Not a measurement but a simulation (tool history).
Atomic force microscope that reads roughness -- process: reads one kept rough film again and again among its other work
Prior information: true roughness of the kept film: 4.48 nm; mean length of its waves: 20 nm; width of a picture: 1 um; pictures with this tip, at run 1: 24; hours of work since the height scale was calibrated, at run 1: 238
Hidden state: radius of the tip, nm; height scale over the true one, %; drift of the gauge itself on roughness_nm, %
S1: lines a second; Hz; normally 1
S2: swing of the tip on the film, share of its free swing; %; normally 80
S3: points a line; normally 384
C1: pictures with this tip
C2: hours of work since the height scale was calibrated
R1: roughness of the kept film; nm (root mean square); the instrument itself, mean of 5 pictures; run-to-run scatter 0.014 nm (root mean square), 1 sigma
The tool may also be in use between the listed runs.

run,hour,S1,S2,S3,C1,C2,R1
1,0,1,80,384,24,238,2.964
2,10.2,1,80,384,45,246,2.79
3,16.7,1,80,804,58,252,2.735
4,22.7,0.52,80,384,71,256,2.755
5,27.2,0.52,80,384,80,260,2.695
6,35.6,0.52,80,384,98,267,2.571
7,45.2,0.52,80,384,118,274,2.47
# hour 47.7: new tip fitted
8,54,0.52,80,384,13,281,3.239
9,61.1,1,80,384,28,286,2.953
10,68.1,1,80,384,42,292,2.837
11,76.7,1,80,384,60,299,2.714
12,83.2,1,80,384,74,304,2.638
13,91.7,1,80,384,91,310,2.49
# hour 93.3: height scale calibrated on a step standard
14,102.9,1,80,384,113,8,2.356
# hour 107.7: new tip fitted
15,108.8,1,80,384,2,12,3.201
16,116.5,1,64,384,18,18,3.227
17,123.4,1,64,384,32,23,3.085
18,128.3,1.59,64,384,42,27,2.926
19,137.1,0.7,64,351,61,34,2.876
# hour 139.7: height scale calibrated on a step standard, once more
20,143.3,1,72,345,72,3,2.712
21,153.7,0.5,72,411,93,11,2.688
22,164.1,2.1,58,384,115,19,2.466
# hour 167.9: new tip fitted
23,173.3,2.1,58,384,11,26,3.28
24,180,2.87,80,314,25,31,2.504
25,186.6,2.87,80,314,39,37,2.38
26,196.3,0.89,59,257,59,44,2.891
27,206.5,0.89,59,257,80,52,2.729
28,213.8,0.52,80,555,95,58,2.622
29,221.7,0.52,80,555,112,64,2.507
30,226.3,0.68,84,555,121,68,2.404
# hour 227.5: new tip fitted
31,234.7,2.57,84,555,15,74,2.546
32,245.2,2.57,84,555,37,83,2.401

Branching from run 32: 5 alternative next runs. What would each branch give?
A,252.6,1.13,66,485,52,89,?
B,252.6,1,73,384,52,89,?
C,252.6,1,56,384,52,89,?
D,252.6,3.53,58,975,52,89,?
E,252.6,2.58,85,544,52,89,?

run,R1
A,2.943
B,2.862
C,2.996
D,2.831
E,2.264
Take away the tool's hidden state, keep each run's random variation, and the runs would have read:
run,R1
A,3.427
B,3.334
C,3.489
D,3.296
E,2.636

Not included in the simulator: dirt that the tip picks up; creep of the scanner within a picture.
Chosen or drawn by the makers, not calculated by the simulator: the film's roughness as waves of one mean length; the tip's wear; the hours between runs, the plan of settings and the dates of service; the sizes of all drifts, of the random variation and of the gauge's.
